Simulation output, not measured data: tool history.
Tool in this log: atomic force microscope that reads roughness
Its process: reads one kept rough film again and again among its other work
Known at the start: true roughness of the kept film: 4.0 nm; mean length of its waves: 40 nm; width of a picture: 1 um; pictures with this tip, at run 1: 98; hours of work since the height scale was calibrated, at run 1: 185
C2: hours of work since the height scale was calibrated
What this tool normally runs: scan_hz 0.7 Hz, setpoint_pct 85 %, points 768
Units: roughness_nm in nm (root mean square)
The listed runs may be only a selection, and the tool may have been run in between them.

Run 1, hour 0: usual settings; pictures with this tip 98; C2 185. Result: roughness_nm 3.361 nm (root mean square).
At hour 5.9: new tip fitted.
Run 2, hour 21.9: usual settings; pictures with this tip 14; C2 195. Result: roughness_nm 3.477 nm (root mean square).
Run 3, hour 43.4: usual settings; pictures with this tip 33; C2 205. Result: roughness_nm 3.499 nm (root mean square).
Run 4, hour 57.2: usual settings; pictures with this tip 45; C2 212. Result: roughness_nm 3.435 nm (root mean square).
Run 5, hour 78.7: usual settings; pictures with this tip 64; C2 222. Result: roughness_nm 3.42 nm (root mean square).
Run 6, hour 102.4: usual settings; pictures with this tip 85; C2 234. Result: roughness_nm 3.404 nm (root mean square).
At hour 124.6: new tip fitted.
Run 7, hour 124.9: usual settings but scan_hz 0.602 Hz; pictures with this tip 0; C2 245. Result: roughness_nm 3.571 nm (root mean square).
Run 8, hour 144: usual settings but scan_hz 0.602 Hz; pictures with this tip 17; C2 254. Result: roughness_nm 3.523 nm (root mean square).
Run 9, hour 163.6: usual settings but scan_hz 0.602 Hz; pictures with this tip 34; C2 263. Result: roughness_nm 3.516 nm (root mean square).
Run 10, hour 183.5: usual settings but scan_hz 0.602 Hz; pictures with this tip 52; C2 273. Result: roughness_nm 3.482 nm (root mean square).
Run 11, hour 196.5: usual settings but scan_hz 0.602 Hz; pictures with this tip 63; C2 279. Result: roughness_nm 3.487 nm (root mean square).
Run 12, hour 212.3: usual settings but points 631; pictures with this tip 77; C2 287. Result: roughness_nm 3.399 nm (root mean square).
Run 13, hour 222.8: usual settings but points 631; pictures with this tip 87; C2 292. Result: roughness_nm 3.391 nm (root mean square).
At hour 241.6: new tip fitted.
Run 14, hour 243.8: usual settings but scan_hz 2.953 Hz, points 631; pictures with this tip 2; C2 302. Result: roughness_nm 2.902 nm (root mean square).
Run 15, hour 264.8: usual settings but scan_hz 2.953 Hz, points 631; pictures with this tip 20; C2 312. Result: roughness_nm 2.886 nm (root mean square).
Run 16, hour 277.5: usual settings but scan_hz 2.953 Hz, points 631; pictures with this tip 31; C2 318. Result: roughness_nm 2.864 nm (root mean square).
Run 17, hour 301.3: usual settings but scan_hz 2.953 Hz, points 631; pictures with this tip 52; C2 329. Result: roughness_nm 2.84 nm (root mean square).
Run 18, hour 324.8: usual settings but scan_hz 0.944 Hz; pictures with this tip 73; C2 341. Result: roughness_nm 3.338 nm (root mean square).
Run 19, hour 341.4: usual settings but scan_hz 1.334 Hz; pictures with this tip 88; C2 349. Result: roughness_nm 3.224 nm (root mean square).
At hour 360.3: new tip fitted.
Run 20, hour 362.9: usual settings but scan_hz 1.334 Hz; pictures with this tip 2; C2 359. Result: roughness_nm 3.312 nm (root mean square).
Run 21, hour 375.2: usual settings; pictures with this tip 13; C2 365. Result: roughness_nm 3.522 nm (root mean square).
Run 22, hour 385.3: usual settings but setpoint_pct 58 %; pictures with this tip 22; C2 370. Result: roughness_nm 3.708 nm (root mean square).
Run 23, hour 407: usual settings but setpoint_pct 58 %; pictures with this tip 41; C2 380. Result: roughness_nm 3.686 nm (root mean square).
Run 24, hour 423.7: usual settings but setpoint_pct 58 %; pictures with this tip 56; C2 388. Result: roughness_nm 3.66 nm (root mean square).
Run 25, hour 445.3: usual settings; pictures with this tip 75; C2 399. Result: roughness_nm 3.434 nm (root mean square).
Run 26, hour 467.3: usual settings; pictures with this tip 94; C2 409. Result: roughness_nm 3.397 nm (root mean square).
At hour 478.3: new tip fitted.
Run 27, hour 483.8: usual settings; pictures with this tip 5; C2 417. Result: roughness_nm 3.541 nm (root mean square).
Run 28, hour 499.8: usual settings but scan_hz 3.673 Hz, setpoint_pct 80 %, points 474; pictures with this tip 19; C2 425. Result: roughness_nm 2.902 nm (root mean square).
Run 29, hour 510.2: usual settings but scan_hz 0.889 Hz, setpoint_pct 86 %, points 642; pictures with this tip 28; C2 430. Result: roughness_nm 3.394 nm (root mean square).
Run 30, hour 520: usual settings but scan_hz 3.494 Hz, setpoint_pct 57 %, points 348; pictures with this tip 37; C2 435. Result: roughness_nm 3.449 nm (root mean square).
Run 31, hour 540.3: usual settings but scan_hz 0.513 Hz, setpoint_pct 88 %, points 475; pictures with this tip 55; C2 444. Result: roughness_nm 3.514 nm (root mean square).
Run 32, hour 554.1: usual settings but scan_hz 1.379 Hz, setpoint_pct 74 %, points 475; pictures with this tip 67; C2 451. Result: roughness_nm 3.422 nm (root mean square).
Run 33, hour 563.8: usual settings but scan_hz 3.16 Hz, setpoint_pct 60 %, points 910; pictures with this tip 76; C2 456. Result: roughness_nm 3.403 nm (root mean square).
Run 34, hour 583.3: usual settings but scan_hz 1.907 Hz, setpoint_pct 88 %, points 910; pictures with this tip 93; C2 465. Result: roughness_nm 2.977 nm (root mean square).
At hour 596.2: new tip fitted.
Run 35, hour 597.4: usual settings but scan_hz 3.459 Hz, setpoint_pct 84 %, points 832; pictures with this tip 1; C2 472. Result: roughness_nm 2.842 nm (root mean square).
Run 36, hour 618.2: usual settings but scan_hz 2.762 Hz, setpoint_pct 84 %, points 844; pictures with this tip 19; C2 482. Result: roughness_nm 2.961 nm (root mean square).
Run 37, hour 628.1: usual settings but scan_hz 0.645 Hz, setpoint_pct 56 %, points 844; pictures with this tip 28; C2 486. Result: roughness_nm 3.717 nm (root mean square).
Run 38, hour 646: usual settings but scan_hz 0.645 Hz, setpoint_pct 75 %, points 844; pictures with this tip 44; C2 495. Result: roughness_nm 3.564 nm (root mean square).
Run 39, hour 663.8: usual settings but scan_hz 1.281 Hz, setpoint_pct 75 %, points 367; pictures with this tip 59; C2 504. Result: roughness_nm 3.39 nm (root mean square).
Run 40, hour 678.8: usual settings but scan_hz 1.281 Hz, setpoint_pct 75 %, points 367; pictures with this tip 72; C2 511. Result: roughness_nm 3.377 nm (root mean square).
Run 41, hour 689.8: usual settings but scan_hz 0.654 Hz; pictures with this tip 82; C2 516. Result: roughness_nm 3.43 nm (root mean square).
Run 42, hour 710.9: usual settings but scan_hz 1.509 Hz, points 872; pictures with this tip 101; C2 526. Result: roughness_nm 3.121 nm (root mean square).
At hour 713.6: new tip fitted.
Run 43, hour 723.7: usual settings but scan_hz 0.597 Hz, setpoint_pct 78 %, points 552; pictures with this tip 9; C2 532. Result: roughness_nm 3.65 nm (root mean square).
Run 44, hour 742.8: usual settings but scan_hz 0.597 Hz, setpoint_pct 78 %, points 552; pictures with this tip 25; C2 542. Result: roughness_nm 3.58 nm (root mean square).
Run 45, hour 761.2: usual settings but scan_hz 0.709 Hz, points 632; pictures with this tip 42; C2 551. Result: roughness_nm 3.484 nm (root mean square).
Run 46, hour 774: usual settings but scan_hz 0.709 Hz, setpoint_pct 55 %, points 414; pictures with this tip 53; C2 557. Result: roughness_nm 3.657 nm (root mean square).
Run 47, hour 785.3: usual settings but scan_hz 0.994 Hz, points 336; pictures with this tip 63; C2 562. Result: roughness_nm 3.343 nm (root mean square).
Run 48, hour 798.3: usual settings but scan_hz 1.248 Hz, setpoint_pct 64 %; pictures with this tip 74; C2 568. Result: roughness_nm 3.537 nm (root mean square).
Run 49, hour 819.1: usual settings but scan_hz 2.754 Hz, setpoint_pct 76 %, points 736; pictures with this tip 93; C2 578. Result: roughness_nm 3.086 nm (root mean square).
At hour 832.2: new tip fitted.
Run 50, hour 833.4: usual settings but scan_hz 2.754 Hz, setpoint_pct 76 %, points 736; pictures with this tip 1; C2 585. Result: roughness_nm 3.201 nm (root mean square).
Run 51, hour 848.8: usual settings but scan_hz 3.394 Hz, setpoint_pct 64 %, points 635; pictures with this tip 14; C2 593. Result: roughness_nm 3.37 nm (root mean square).
Run 52, hour 859.8: usual settings but scan_hz 1.269 Hz, points 918; pictures with this tip 24; C2 598. Result: roughness_nm 3.328 nm (root mean square).

Selected run-to-run steps in roughness_nm, each split into two signed amounts: the part the tool would show with no hidden state at all (from settings, incoming material and random variation), and the remainder, which goes to the hidden state together with any gauge scatter not common to the measured and the hidden-state-free results:
What the log doesn't record here: radius of the tip, nm; height scale over the true one, %; drift of the gauge itself on roughness_nm, %.
Run 6 -> 7: scan_hz 0.7 -> 0.602, new tip fitted. roughness_nm +0.167 nm (root mean square): hidden state +0.141, all else +0.026.
Run 13 -> 14: scan_hz 0.7 -> 2.953, new tip fitted. roughness_nm -0.489 nm (root mean square): hidden state +0.145, all else -0.634.
Run 26 -> 27: new tip fitted. roughness_nm +0.144 nm (root mean square): hidden state +0.15, all else -0.006.
Run 27 -> 28: scan_hz 0.7 -> 3.673, setpoint_pct 85 -> 80, points 768 -> 474. roughness_nm -0.639 nm (root mean square): hidden state -0.021, all else -0.618.
Run 36 -> 37: scan_hz 2.762 -> 0.645, setpoint_pct 84 -> 56. roughness_nm +0.756 nm (root mean square): hidden state -0.023, all else +0.779.
Run 42 -> 43: scan_hz 1.509 -> 0.597, setpoint_pct 85 -> 78, points 872 -> 552, new tip fitted. roughness_nm +0.529 nm (root mean square): hidden state +0.138, all else +0.391.
